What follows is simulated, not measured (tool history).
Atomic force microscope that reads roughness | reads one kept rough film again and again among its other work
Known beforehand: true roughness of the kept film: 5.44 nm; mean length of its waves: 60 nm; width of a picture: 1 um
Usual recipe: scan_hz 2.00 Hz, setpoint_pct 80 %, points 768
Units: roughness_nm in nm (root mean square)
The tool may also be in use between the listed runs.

run	hour	scan_hz	setpoint_pct	points	roughness_nm
1	0.0	2.00	80	768	3.873
2	43.9	2.00	80	768	3.697
3	93.6	2.00	80	418	4.047
4	140.0	2.00	80	418	3.826
5	200.1	2.00	80	768	4.135
6	240.1	2.00	80	768	3.941
7	294.5	2.00	80	768	3.702
8	370.8	2.00	80	768	3.943
9	441.1	2.00	80	311	3.631
10	503.3	2.00	80	311	3.918
11	578.8	0.79	80	311	4.730
12	628.7	0.79	80	311	4.489
13	677.9	2.00	80	292	3.753
14	717.6	2.00	80	768	4.183
15	782.2	2.00	80	768	3.861
16	846.9	2.00	71	334	4.492
17	922.3	1.56	60	307	4.452
18	1000.0	1.12	80	288	4.373
19	1062.4	2.00	60	506	4.303
20	1117.6	2.00	87	466	3.795
21	1179.1	0.75	58	503	4.517
22	1213.0	0.75	58	503	4.384
23	1251.0	1.50	80	647	4.223
24	1311.5	3.11	69	620	3.924
25	1378.6	1.17	72	768	4.733
26	1445.4	2.55	69	311	4.123
27	1512.1	0.51	76	583	4.870
28	1557.5	2.46	73	632	4.079
29	1624.3	0.93	81	299	4.081
30	1663.8	0.86	76	967	4.569

Put back what was entered between runs (15 entries, withheld): which listed runs does each sit between, and how does the hidden state differ from the listed run before to the listed run after?
Logged between run 2 and run 3: new tip fitted (hour 53.4)
  radius of the tip, nm: 32.1 -> 15.3; height scale over the true one, %: -0.57 -> -0.62
  measured result minus the result with no hidden state, roughness_nm: -0.554 -> -0.218 nm (root mean square)
Logged between run 4 and run 5: new tip fitted (hour 182.9)
  radius of the tip, nm: 25 -> 11; height scale over the true one, %: -0.67 -> -0.74
  measured result minus the result with no hidden state, roughness_nm: -0.424 -> -0.125 nm (root mean square)
Logged between run 7 and run 8: new tip fitted (hour 314.4)
  radius of the tip, nm: 31.3 -> 19.4; height scale over the true one, %: -0.83 -> -0.91
  measured result minus the result with no hidden state, roughness_nm: -0.550 -> -0.320 nm (root mean square)
Logged between run 9 and run 10: new tip fitted (hour 448.1)
  radius of the tip, nm: 35.7 -> 19.8; height scale over the true one, %: -0.98 -> -1.05
  measured result minus the result with no hidden state, roughness_nm: -0.637 -> -0.331 nm (root mean square)
Logged between run 10 and run 11: new tip fitted (hour 578.8)
  radius of the tip, nm: 19.8 -> 7.4; height scale over the true one, %: -1.05 -> -1.12
  measured result minus the result with no hidden state, roughness_nm: -0.331 -> -0.064 nm (root mean square)
Logged between run 13 and run 14: new tip fitted (hour 709.7)
  radius of the tip, nm: 28.3 -> 8.2; height scale over the true one, %: -1.22 -> -1.26
  measured result minus the result with no hidden state, roughness_nm: -0.509 -> -0.083 nm (root mean square)
Logged between run 15 and run 16: new tip fitted (hour 841.7)
  radius of the tip, nm: 22.2 -> 8.2; height scale over the true one, %: -1.33 -> -1.4
  measured result minus the result with no hidden state, roughness_nm: -0.393 -> -0.097 nm (root mean square)
Logged between run 17 and run 18: new tip fitted (hour 972.7)
  radius of the tip, nm: 24 -> 13.4; height scale over the true one, %: -1.48 -> -1.56
  measured result minus the result with no hidden state, roughness_nm: -0.507 -> -0.233 nm (root mean square)
Logged between run 19 and run 20: height scale calibrated on a step standard (hour 1066.7); new tip fitted (hour 1104.0)
  radius of the tip, nm: 26.5 -> 9.6; height scale over the true one, %: -1.62 -> -2.46
  measured result minus the result with no hidden state, roughness_nm: -0.558 -> -0.155 nm (root mean square)
Logged between run 22 and run 23: new tip fitted (hour 1235.8)
  radius of the tip, nm: 30.3 -> 10.4; height scale over the true one, %: -2.56 -> -2.6
  measured result minus the result with no hidden state, roughness_nm: -0.715 -> -0.198 nm (root mean square)
Logged between run 24 and run 25: height scale calibrated on a step standard, once more (hour 1338.4); new tip fitted (hour 1367.5)
  radius of the tip, nm: 21.8 -> 9.3; height scale over the true one, %: -2.66 -> -0.07
  measured result minus the result with no hidden state, roughness_nm: -0.449 -> -0.064 nm (root mean square)
Logged between run 26 and run 27: new tip fitted (hour 1498.4)
  radius of the tip, nm: 23.5 -> 10.2; height scale over the true one, %: -0.14 -> -0.22
  measured result minus the result with no hidden state, roughness_nm: -0.397 -> -0.100 nm (root mean square)
Logged between run 29 and run 30: new tip fitted (hour 1630.0)
  radius of the tip, nm: 31.7 -> 15.7; height scale over the true one, %: -0.33 -> -0.37
  measured result minus the result with no hidden state, roughness_nm: -0.593 -> -0.246 nm (root mean square)
